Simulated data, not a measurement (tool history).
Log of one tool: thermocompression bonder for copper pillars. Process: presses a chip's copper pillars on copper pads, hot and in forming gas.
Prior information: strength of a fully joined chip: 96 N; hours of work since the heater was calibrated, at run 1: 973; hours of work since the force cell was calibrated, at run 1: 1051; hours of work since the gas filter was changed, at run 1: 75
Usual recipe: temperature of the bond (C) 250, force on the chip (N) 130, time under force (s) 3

| run | hour | temperature of the bond (C) | force on the chip (N) | time under force (s) | hours of work since the heater was calibrated | hours of work since the force cell was calibrated | hours of work since the gas filter was changed | force that shears a chip off (N) |
|---|---|---|---|---|---|---|---|---|
| 1 | 0.0 | 250 | 130 | 3 | 973 | 1051 | 75 | 71.5 |
| 2 | 54.8 | 250 | 130 | 3 | 1017 | 1094 | 119 | 70.7 |
| 3 | 114.7 | 250 | 130 | 3 | 1064 | 1142 | 166 | 69.9 |
|  | 167.6 | forming gas filter changed |
| 4 | 180.1 | 250 | 130 | 3 | 1116 | 1193 | 10 | 73.2 |
| 5 | 213.4 | 273 | 130 | 3 | 1142 | 1219 | 36 | 83.9 |
| 6 | 267.8 | 250 | 79 | 3 | 1185 | 1262 | 79 | 59.6 |
| 7 | 325.9 | 250 | 79 | 3 | 1231 | 1308 | 125 | 58.4 |
| 8 | 364.5 | 250 | 79 | 3 | 1261 | 1339 | 156 | 58.3 |
| 9 | 400.2 | 250 | 130 | 3 | 1290 | 1367 | 184 | 70.6 |
|  | 427.5 | forming gas filter changed |
| 10 | 469.8 | 250 | 130 | 3 | 1344 | 1422 | 33 | 73.5 |
| 11 | 524.7 | 250 | 130 | 4 | 1388 | 1465 | 77 | 77.1 |
| 12 | 588.9 | 250 | 130 | 4 | 1439 | 1516 | 128 | 76.1 |
| 13 | 637.2 | 250 | 107 | 4 | 1477 | 1554 | 166 | 71.0 |
| 14 | 678.8 | 250 | 107 | 4 | 1510 | 1587 | 199 | 70.7 |
|  | 689.2 | forming gas filter changed |
| 15 | 734.5 | 250 | 130 | 6 | 1553 | 1631 | 36 | 83.7 |
|  | 744.2 | force cell calibrated |
| 16 | 801.8 | 250 | 130 | 6 | 1605 | 46 | 88 | 84.3 |
| 17 | 852.8 | 250 | 130 | 6 | 1646 | 86 | 128 | 83.4 |
| 18 | 891.6 | 250 | 130 | 6 | 1677 | 117 | 159 | 83.1 |
| 19 | 922.1 | 250 | 130 | 6 | 1701 | 141 | 183 | 82.8 |
|  | 953.1 | forming gas filter changed |
|  | 965.2 | heater calibrated with a thermocouple chip |
| 20 | 994.0 | 275 | 130 | 3 | 23 | 196 | 31 | 81.6 |

Forecast run 21:
| 21 | 1025.4 | 279 | 121 | 7 | 48 | 221 | 56 | ? |

Run 21 measured force that shears a chip off (N) 90.3.
On a tool with no hidden condition, and with the same random variation, this run would have come out at force that shears a chip off (N) 91.9.
